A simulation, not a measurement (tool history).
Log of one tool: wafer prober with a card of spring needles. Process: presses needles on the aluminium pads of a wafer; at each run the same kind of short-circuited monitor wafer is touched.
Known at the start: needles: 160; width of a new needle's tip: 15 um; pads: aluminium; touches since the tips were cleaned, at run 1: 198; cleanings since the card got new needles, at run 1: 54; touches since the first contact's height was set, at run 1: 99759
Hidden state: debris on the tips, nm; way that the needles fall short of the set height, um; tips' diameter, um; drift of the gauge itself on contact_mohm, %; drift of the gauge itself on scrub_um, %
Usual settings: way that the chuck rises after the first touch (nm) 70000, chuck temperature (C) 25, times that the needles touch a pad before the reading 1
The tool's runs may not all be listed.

run   hour  way that the chuck rises after the first touch (nm)  chuck temperature (C)  times that the needles touch a pad before the reading  touches since the tips were cleaned  cleanings since the card got new needles  touches since the first contact's height was set  resistance of one needle with its contact and lead (mohm)  way that a needle slides on the pad (nm)
  1      0                                                70000                     25                                                      1                                  198                                        54                                             99759                                                        209                                     11620
       4.4  -- tips cleaned on abrasive film
  2    7.5                                                70000                     25                                                      2                                 1329                                        55                                            102951                                                        218                                     11670
       8.6  -- tips cleaned on abrasive film
      13.3  -- tips cleaned on abrasive film
        18  -- tips cleaned on abrasive film
        22  -- tips cleaned on abrasive film
  3   22.2                                                70000                     25                                                      2                                   99                                        59                                            109130                                                        207                                     11600
      26.8  -- tips cleaned on abrasive film
      30.9  -- tips cleaned on abrasive film
  4   31.5                                                63000                     25                                                      1                                  260                                        61                                            113040                                                        216                                     10400
      34.9  -- tips cleaned on abrasive film
      39.3  -- tips cleaned on abrasive film
  5   42.2                                                70000                     25                                                      1                                 1265                                        63                                            117582                                                        233                                     11730
      43.7  -- tips cleaned on abrasive film
      48.3  -- tips cleaned on abrasive film
      52.7  -- tips cleaned on abrasive film
  6   54.7                                                70000                     25                                                      1                                  869                                        66                                            122830                                                        226                                     11640
      57.5  -- tips cleaned on abrasive film
  7   61.2                                                70000                     25                                                      1                                 1588                                        67                                            125571                                                        243                                     11550
      62.2  -- tips cleaned on abrasive film
      66.9  -- tips cleaned on abrasive film
      71.2  -- tips cleaned on abrasive film
      75.5  -- tips cleaned on abrasive film
  8   75.5                                                69000                     25                                                      1                                    0                                        71                                            131585                                                        204                                     11260
      80.4  -- tips cleaned on abrasive film
      84.8  -- tips cleaned on abrasive film
      88.9  -- tips cleaned on abrasive film
  9   88.9                                                70000                     25                                                      1                                    0                                        74                                            137210                                                        204                                     11530
      93.3  -- tips cleaned on abrasive film
      97.9  -- tips cleaned on abrasive film
 10   97.9                                                70000                     25                                                      1                                    0                                        76                                            141034                                                        209                                     11680
     102.2  -- tips cleaned on abrasive film
     106.8  -- tips cleaned on abrasive film
 11  109.9                                                70000                     25                                                      1                                 1367                                        78                                            146122                                                        240                                     11630
       111  -- tips cleaned on abrasive film
     115.6  -- tips cleaned on abrasive film
     120.2  -- tips cleaned on abrasive film
 12  120.3                                                63000                     25                                                      1                                   13                                        81                                            150445                                                        208                                     10250
     121.5  -- height of the first contact set anew
     125.2  -- tips cleaned on abrasive film
 13  128.2                                                70000                     25                                                      1                                 1282                                        82                                              2848                                                        237                                     11080
       130  -- tips cleaned on abrasive film
     134.8  -- tips cleaned on abrasive film
       139  -- tips cleaned on abrasive film
 14  140.8                                                62000                     25                                                      1                                  769                                        85                                              8164                                                        232                                      9820
     143.5  -- tips cleaned on abrasive film
     148.3  -- tips cleaned on abrasive film
 15    152                                                78000                     56                                                      1                                 1604                                        87                                             12914                                                        242                                     12740
     153.1  -- tips cleaned on abrasive film
     157.4  -- tips cleaned on abrasive film
     162.2  -- tips cleaned on abrasive film
 16  165.4                                                78000                     33                                                      1                                 1368                                        90                                             18537                                                        232                                     12600
     166.5  -- tips cleaned on abrasive film
     170.9  -- tips cleaned on abrasive film
 17    173                                                78000                     33                                                      1                                  903                                        92                                             21727                                                        220                                     12490
     175.4  -- tips cleaned on abrasive film
       180  -- tips cleaned on abrasive film
 18  180.7                                                64000                     25                                                      1                                  281                                        94                                             24964                                                        221                                     10100
     184.4  -- tips cleaned on abrasive film
       189  -- tips cleaned on abrasive film
     193.4  -- tips cleaned on abrasive film
 19  194.6                                                78000                     29                                                      1                                  497                                        97                                             30813                                                        219                                     12510
       198  -- tips cleaned on abrasive film
     202.2  -- tips cleaned on abrasive film
 20  202.2                                                78000                     29                                                      1                                    0                                        99                                             34009                                                        208                                     12440
     206.8  -- tips cleaned on abrasive film
     210.7  -- height of the first contact set anew, once more
     211.7  -- tips cleaned on abrasive film
 21  215.1                                                77000                     37                                                      2                                 1444                                       101                                              1863                                                        223                                     13260
     216.1  -- tips cleaned on abrasive film
       221  -- tips cleaned on abrasive film
 22  222.8                                                77000                     37                                                      2                                  798                                       103                                              5110                                                        219                                     13220
     225.6  -- tips cleaned on abrasive film
 23    229                                                57000                     92                                                      1                                 1484                                       104                                              7745                                                        263                                      9850
     230.1  -- tips cleaned on abrasive film
     234.6  -- tips cleaned on abrasive film
     239.1  -- tips cleaned on abrasive film
 24  241.8                                                72000                     25                                                      1                                 1159                                       107                                             13133                                                        233                                     12460
     243.7  -- tips cleaned on abrasive film
     248.2  -- tips cleaned on abrasive film
     252.7  -- tips cleaned on abrasive film
 25    255                                                72000                     25                                                      1                                  978                                       110                                             18683                                                        233                                     12420
       257  -- tips cleaned on abrasive film
     261.1  -- tips cleaned on abrasive film
 26  263.3                                                72000                     25                                                      1                                  949                                       112                                             22180                                                        229                                     12270
     265.8  -- tips cleaned on abrasive film
     269.9  -- tips cleaned on abrasive film
     274.6  -- tips cleaned on abrasive film
 27  275.8                                                51000                     25                                                      1                                  536                                       115                                             27456                                                        237                                      8680
     279.4  -- tips cleaned on abrasive film
     283.8  -- tips cleaned on abrasive film
 28  285.1                                                76000                     68                                                      1                                  560                                       117                                             31361                                                        227                                     12910

Forecast each of these 4 alternatives for the next run:
     288.7  -- tips cleaned on abrasive film
     293.5  -- tips cleaned on abrasive film
  A  295.9                                                50000                     40                                                      3                                 1056                                       119                                             35948                                                          ?                                         ?
     288.7  -- tips cleaned on abrasive film
     293.5  -- tips cleaned on abrasive film
  B  295.9                                                76000                     68                                                      2                                 1056                                       119                                             35948                                                          ?                                         ?
     288.7  -- tips cleaned on abrasive film
     293.5  -- tips cleaned on abrasive film
  C  295.9                                                70000                     26                                                      1                                 1056                                       119                                             35948                                                          ?                                         ?
     288.7  -- tips cleaned on abrasive film
     293.5  -- tips cleaned on abrasive film
  D  295.9                                                77000                     42                                                      1                                 1056                                       119                                             35948                                                          ?                                         ?

run  resistance of one needle with its contact and lead (mohm)  way that a needle slides on the pad (nm)
  A                                                        226                                      8520
  B                                                        217                                     12980
  C                                                        230                                     11860
  D                                                        226                                     13100
Without the tool's hidden state the same runs would have given:
run  resistance of one needle with its contact and lead (mohm)  way that a needle slides on the pad (nm)
  A                                                        208                                      8660
  B                                                        204                                     13110
  C                                                        204                                     11990
  D                                                        204                                     13230
